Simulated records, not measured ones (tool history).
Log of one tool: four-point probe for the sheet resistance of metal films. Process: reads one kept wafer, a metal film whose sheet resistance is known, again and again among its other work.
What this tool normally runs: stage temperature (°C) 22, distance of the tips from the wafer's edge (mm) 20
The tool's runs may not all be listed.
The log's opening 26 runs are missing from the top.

run    hour  stage temperature (°C)  distance of the tips from the wafer's edge (mm)  sheet resistance as the instrument gives it (ohm/square)
     2051.2  -- new probe head fitted
 27  2077.1                      22                                               36                                                 18.791962
 28    2155                      19                                               20                                                   18.7471
 29  2212.1                      21                                                7                                                 18.815848
 30  2296.4                      21                                                9                                                 18.799443
 31  2352.5                      21                                                9                                                  18.78651
 32  2465.7                      22                                               41                                                 18.762153
 33  2540.3                      25                                                5                                                 18.890714
 34    2625                      22                                                5                                                 18.862834
 35    2727                      23                                                5                                                 18.859368
 36  2796.6                      23                                                5                                                 18.852218
 37  2853.8                      22                                               44                                                  18.73845
 38  2909.4                      27                                               24                                                 18.799659
 39  3014.5                      27                                               24                                                 18.789207

What does the tool deliver on the next run?
 40  3075.4                      25                                                5                                                         ?

Logged for run 40: sheet resistance as the instrument gives it (ohm/square) 18.859944.
The same run, on a tool lacking any hidden state, would have yielded sheet resistance as the instrument gives it (ohm/square) 18.987565.

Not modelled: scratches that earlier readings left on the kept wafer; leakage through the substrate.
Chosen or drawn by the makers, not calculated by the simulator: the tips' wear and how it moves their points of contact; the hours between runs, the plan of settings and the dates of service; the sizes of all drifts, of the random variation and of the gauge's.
